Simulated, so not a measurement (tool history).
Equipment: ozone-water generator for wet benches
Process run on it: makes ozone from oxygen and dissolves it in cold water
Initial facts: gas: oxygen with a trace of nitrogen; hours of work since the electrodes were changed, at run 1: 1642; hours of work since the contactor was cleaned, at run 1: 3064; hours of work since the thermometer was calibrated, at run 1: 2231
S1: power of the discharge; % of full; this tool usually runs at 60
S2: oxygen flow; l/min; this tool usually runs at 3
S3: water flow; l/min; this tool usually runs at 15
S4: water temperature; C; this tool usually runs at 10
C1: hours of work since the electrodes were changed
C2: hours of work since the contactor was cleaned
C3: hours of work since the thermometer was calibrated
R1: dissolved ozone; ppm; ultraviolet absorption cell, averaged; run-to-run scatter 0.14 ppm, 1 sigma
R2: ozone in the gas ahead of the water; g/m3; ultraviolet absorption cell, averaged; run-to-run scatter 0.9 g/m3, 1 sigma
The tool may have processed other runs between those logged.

{"run": 1, "day": 0.0, "S1": 60, "S2": 3, "S3": 15, "S4": 10, "C1": 1642, "C2": 3064, "C3": 2231, "R1": 15.5, "R2": 151.5}
{"run": 2, "day": 8.612, "S1": 60, "S2": 3, "S3": 15, "S4": 10, "C1": 1774, "C2": 3196, "C3": 2363, "R1": 15.4, "R2": 150.2}
{"run": 3, "day": 17.525, "S1": 49, "S2": 3, "S3": 15, "S4": 10, "C1": 1911, "C2": 3333, "C3": 2500, "R1": 13, "R2": 125.7}
{"run": 4, "day": 21.521, "S1": 49, "S2": 3, "S3": 15, "S4": 10, "C1": 1972, "C2": 3394, "C3": 2561, "R1": 12.8, "R2": 125.7}
{"run": 5, "day": 30.929, "S1": 49, "S2": 3, "S3": 15, "S4": 10, "C1": 2117, "C2": 3539, "C3": 2706, "R1": 13, "R2": 126.7}
{"run": 6, "day": 39.092, "S1": 60, "S2": 3, "S3": 15, "S4": 10, "C1": 2242, "C2": 3664, "C3": 2831, "R1": 15.3, "R2": 149.9}
{"run": 7, "day": 44.154, "S1": 60, "S2": 3, "S3": 10, "S4": 10, "C1": 2320, "C2": 3742, "C3": 2909, "R1": 21.5, "R2": 151.4}
{"run": 8, "day": 49.021, "S1": 60, "S2": 3, "S3": 10, "S4": 10, "C1": 2395, "C2": 3817, "C3": 2984, "R1": 21.7, "R2": 151.6}
{"run": 9, "day": 57.012, "S1": 60, "S2": 3, "S3": 15, "S4": 13, "C1": 2518, "C2": 3939, "C3": 3106, "R1": 14.9, "R2": 149.7}
{"run": 10, "day": 65.167, "S1": 60, "S2": 3, "S3": 15, "S4": 10, "C1": 2643, "C2": 4065, "C3": 3232, "R1": 15.6, "R2": 150.6}
{"run": 11, "day": 73.267, "S1": 60, "S2": 3, "S3": 15, "S4": 10, "C1": 2767, "C2": 4189, "C3": 3356, "R1": 15.4, "R2": 149.4}
{"run": 12, "day": 78.567, "S1": 71, "S2": 3, "S3": 15, "S4": 10, "C1": 2849, "C2": 4270, "C3": 3437, "R1": 17.8, "R2": 172.9}
{"run": 13, "day": 88.025, "S1": 71, "S2": 3, "S3": 15, "S4": 10, "C1": 2994, "C2": 4416, "C3": 3583, "R1": 17.8, "R2": 173}
{"run": 14, "day": 94.433, "S1": 71, "S2": 3, "S3": 15, "S4": 10, "C1": 3092, "C2": 4514, "C3": 3681, "R1": 17.8, "R2": 176.4}
{"run": 15, "day": 100.904, "S1": 60, "S2": 3, "S3": 15, "S4": 10, "C1": 3192, "C2": 4613, "C3": 3781, "R1": 15.3, "R2": 150}
{"run": 16, "day": 106.271, "S1": 60, "S2": 3, "S3": 15, "S4": 10, "C1": 3274, "C2": 4696, "C3": 3863, "R1": 15.3, "R2": 149.6}
{"run": 17, "day": 112.708, "S1": 60, "S2": 3.45, "S3": 11, "S4": 10, "C1": 3373, "C2": 4795, "C3": 3962, "R1": 19.9, "R2": 137.5}
{"run": 18, "day": 119.746, "S1": 60, "S2": 3.45, "S3": 11, "S4": 10, "C1": 3481, "C2": 4903, "C3": 4070, "R1": 20.1, "R2": 138.2}
{"day": 124.346, "done": "contactor cleaned"}
{"run": 19, "day": 124.625, "S1": 60, "S2": 3, "S3": 23, "S4": 5, "C1": 3553, "C2": 4, "C3": 4142, "R1": 10.5, "R2": 151.2}
{"run": 20, "day": 129.85, "S1": 72, "S2": 1.53, "S3": 15, "S4": 10, "C1": 3634, "C2": 84, "C3": 4223, "R1": 16.6, "R2": 268}
{"run": 21, "day": 136.521, "S1": 72, "S2": 1.53, "S3": 15, "S4": 10, "C1": 3736, "C2": 187, "C3": 4325, "R1": 16.8, "R2": 265.1}
{"run": 22, "day": 143.733, "S1": 60, "S2": 3, "S3": 10, "S4": 10, "C1": 3847, "C2": 298, "C3": 4436, "R1": 21.3, "R2": 151.2}
{"run": 23, "day": 153.008, "S1": 60, "S2": 3, "S3": 10, "S4": 11, "C1": 3989, "C2": 440, "C3": 4578, "R1": 21.2, "R2": 149.8}
{"run": 24, "day": 160.033, "S1": 60, "S2": 3.36, "S3": 20, "S4": 11, "C1": 4097, "C2": 548, "C3": 4686, "R1": 11.7, "R2": 140.6}
{"run": 25, "day": 168.617, "S1": 60, "S2": 3.14, "S3": 11, "S4": 11, "C1": 4229, "C2": 680, "C3": 4818, "R1": 19.9, "R2": 146.4}
{"run": 26, "day": 176.525, "S1": 60, "S2": 3.14, "S3": 11, "S4": 11, "C1": 4351, "C2": 801, "C3": 4939, "R1": 19.6, "R2": 145.8}
{"run": 27, "day": 182.954, "S1": 47, "S2": 3.14, "S3": 11, "S4": 16, "C1": 4449, "C2": 900, "C3": 5038, "R1": 14.5, "R2": 118.7}
{"run": 28, "day": 189.738, "S1": 46, "S2": 1.69, "S3": 11, "S4": 5, "C1": 4554, "C2": 1004, "C3": 5142, "R1": 15.7, "R2": 169.2}
{"run": 29, "day": 197.812, "S1": 54, "S2": 3, "S3": 23, "S4": 10, "C1": 4678, "C2": 1128, "C3": 5266, "R1": 9.2, "R2": 135.2}
{"run": 30, "day": 203.338, "S1": 74, "S2": 2.43, "S3": 15, "S4": 10, "C1": 4762, "C2": 1213, "C3": 5351, "R1": 18.2, "R2": 209.2}
{"run": 31, "day": 212.879, "S1": 74, "S2": 2.43, "S3": 15, "S4": 10, "C1": 4909, "C2": 1360, "C3": 5498, "R1": 17.9, "R2": 207.7}
{"run": 32, "day": 218.096, "S1": 57, "S2": 2.86, "S3": 15, "S4": 6, "C1": 4989, "C2": 1440, "C3": 5578, "R1": 15, "R2": 148.6}

Describe how what the log doesn't record of the tool's condition differs between the last listed run preceding each entry between runs and the first listed run following it.
Logged between run 18 and run 19: contactor cleaned (day 124.346)
  contactor's efficiency, % of a clean one's: 99.9 -> 100
